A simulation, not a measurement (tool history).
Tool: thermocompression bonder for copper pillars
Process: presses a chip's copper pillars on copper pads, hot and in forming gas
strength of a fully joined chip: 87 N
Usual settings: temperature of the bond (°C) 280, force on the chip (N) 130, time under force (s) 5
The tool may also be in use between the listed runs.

run   hour  temperature of the bond (°C)  force on the chip (N)  time under force (s)  force that shears a chip off (N)
  1    0.0                           280                    130                     5                              39.1
  2   11.9                           280                    130                     5                              39.6
  3   21.7                           280                    130                     5                              39.2
  4   30.5                           280                    130                     5                              39.4
  5   42.8                           280                    130                     5                              39.2
  6   52.2                           280                    130                    15                              56.0
  7   60.7                           280                    130                     5                              39.1
  8   79.4                           280                    130                     5                              39.0
  9   90.5                           300                    130                     5                              47.5
 10   98.5                           300                    130                     5                              47.3
 11  113.7                           299                    130                     5                              46.9
 12  128.4                           280                    130                     5                              38.7
 13  139.4                           280                    130                     5                              38.8
 14  151.6                           280                    130                     5                              38.8
 15  168.0                           301                    130                     5                              48.8
 16  179.7                           280                    130                     5                              39.8
 17  190.6                           280                    130                     5                              39.6
 18  201.5                           280                    130                     5                              39.8
 19  217.3                           280                    116                     6                              37.5
 20  232.2                           280                    116                     6                              37.9
 21  242.7                           285                    107                     6                              36.5
 22  250.5                           265                    130                     3                              27.0
 23  265.3                           280                    130                    10                              49.6
 24  281.6                           280                    177                     9                              61.1
 25  300.1                           280                    177                     5                              51.7
 26  317.5                           280                    177                     5                              51.6
 27  327.7                           280                    177                     5                              53.2
 28  342.8                           263                     82                     5                              19.8
 29  355.8                           267                     91                     4                              21.4
 30  367.9                           280                    153                     5                              46.7
 31  381.2                           280                    153                     5                              46.1
 32  393.4                           297                    146                     5                              52.3
 33  408.5                           280                    102                    13                              44.1
 34  418.3                           280                    150                     7                              50.8
 35  434.2                           280                    150                     7                              50.6

Taken out of this log: 2 entries between the listed runs. Where each belongs, and how the hidden state differs across it:
Between runs 14 and 15: forming gas filter changed (hour 162.0)
  true temperature of the bond over the reading, C: 2.5 -> 2.6; oxide that the forming gas leaves, % of the face: 3.45 -> 0.67
  measured less the result without the state, force that shears a chip off (N): +0.2 -> +1.4
Between runs 26 and 27: forming gas filter changed (hour 326.9)
  true temperature of the bond over the reading, C: 3.2 -> 3.3; oxide that the forming gas leaves, % of the face: 3.51 -> 0.54
  measured less the result without the state, force that shears a chip off (N): +0.4 -> +2.0
